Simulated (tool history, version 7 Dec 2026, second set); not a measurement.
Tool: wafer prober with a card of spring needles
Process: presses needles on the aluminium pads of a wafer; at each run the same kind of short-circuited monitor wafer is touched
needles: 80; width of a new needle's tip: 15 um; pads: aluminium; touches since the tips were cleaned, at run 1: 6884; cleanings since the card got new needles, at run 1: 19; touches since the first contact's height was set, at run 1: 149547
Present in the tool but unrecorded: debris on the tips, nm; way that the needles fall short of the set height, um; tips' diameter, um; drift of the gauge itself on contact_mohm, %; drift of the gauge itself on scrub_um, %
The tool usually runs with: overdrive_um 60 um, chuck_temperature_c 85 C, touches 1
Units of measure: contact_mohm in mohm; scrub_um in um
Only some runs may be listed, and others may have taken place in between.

run,hour,overdrive_um,chuck_temperature_c,touches,touches since the tips were cleaned,cleanings since the card got new needles,touches since the first contact's height was set,contact_mohm,scrub_um
1,0.0,60,85,1,6884,19,149547,236,11.51
# hour 0.9: tips cleaned on abrasive film
2,4.4,60,85,1,1496,20,151366,208,11.51
3,12.1,60,85,1,4730,20,154600,227,11.51
# hour 18.7: tips cleaned on abrasive film
4,21.3,60,85,1,1092,21,158393,209,11.50
5,27.9,60,51,1,3885,21,161186,223,11.61
# hour 35.9: tips cleaned on abrasive film
6,36.6,60,51,1,296,22,164796,197,11.54
7,42.4,60,38,1,2709,22,167209,216,11.47
8,47.4,60,85,1,4828,22,169328,228,11.60
# hour 53.7: tips cleaned on abrasive film
9,57.2,60,85,1,1475,23,173385,215,11.53
10,65.1,60,85,1,4798,23,176708,235,11.52
# hour 70.9: tips cleaned on abrasive film
11,71.4,60,40,1,202,24,179307,191,11.50
12,76.1,60,85,3,2177,24,181282,206,11.53
13,83.7,60,85,3,5344,24,184449,209,11.49
# hour 88.6: tips cleaned on abrasive film
14,92.1,60,85,1,1484,25,187963,214,11.45
15,97.0,60,85,1,3536,25,190015,224,11.48
# hour 105.7: tips cleaned on abrasive film
16,105.7,72,85,1,0,26,193624,196,13.84
17,113.0,60,85,1,3066,26,196690,221,11.39
18,118.0,60,85,1,5132,26,198756,233,11.44
# hour 123.0: tips cleaned on abrasive film
19,125.3,65,33,2,997,27,201810,189,12.42
20,130.3,69,55,2,3092,27,203905,199,13.19
21,136.7,63,85,1,5755,27,206568,229,12.06
# hour 140.6: tips cleaned on abrasive film
22,144.4,54,83,1,1626,28,209782,216,10.24
23,148.6,60,29,1,3355,28,211511,216,11.38
24,156.9,60,29,1,6866,28,215022,227,11.36
# hour 157.8: tips cleaned on abrasive film
25,163.7,45,121,1,2488,29,217844,243,8.51
26,172.2,45,121,1,6024,29,221380,272,8.47
# hour 175.3: tips cleaned on abrasive film
27,180.9,45,121,1,2341,30,225000,245,8.41
# hour 184.8: height of the first contact set anew
28,188.3,58,39,1,5325,30,1456,229,11.43
# hour 192.7: tips cleaned on abrasive film
29,195.2,58,59,1,1060,31,4311,207,11.44
30,201.1,60,33,1,3543,31,6794,217,11.80
31,207.1,51,29,2,6069,31,9320,219,10.04
# hour 209.9: tips cleaned on abrasive film
32,217.2,60,27,1,3099,32,13512,213,11.84
33,224.9,55,34,1,6313,32,16726,237,10.85
# hour 227.1: tips cleaned on abrasive film
34,230.5,70,34,1,1415,33,19015,197,13.81

4 options for the next run, each taken on its own from the tool as it stands now. Forecast them:
A,236.8,53,87,1,4062,33,21662,?,?
B,236.8,51,46,2,4062,33,21662,?,?
C,236.8,45,41,3,4062,33,21662,?,?
D,236.8,58,49,3,4062,33,21662,?,?

run,contact_mohm,scrub_um
A,232,10.44
B,216,10.08
C,211,8.77
D,202,11.54
With no hidden state in the tool, these same runs would have given:
run,contact_mohm,scrub_um
A,193,10.50
B,189,10.14
C,190,8.82
D,189,11.59
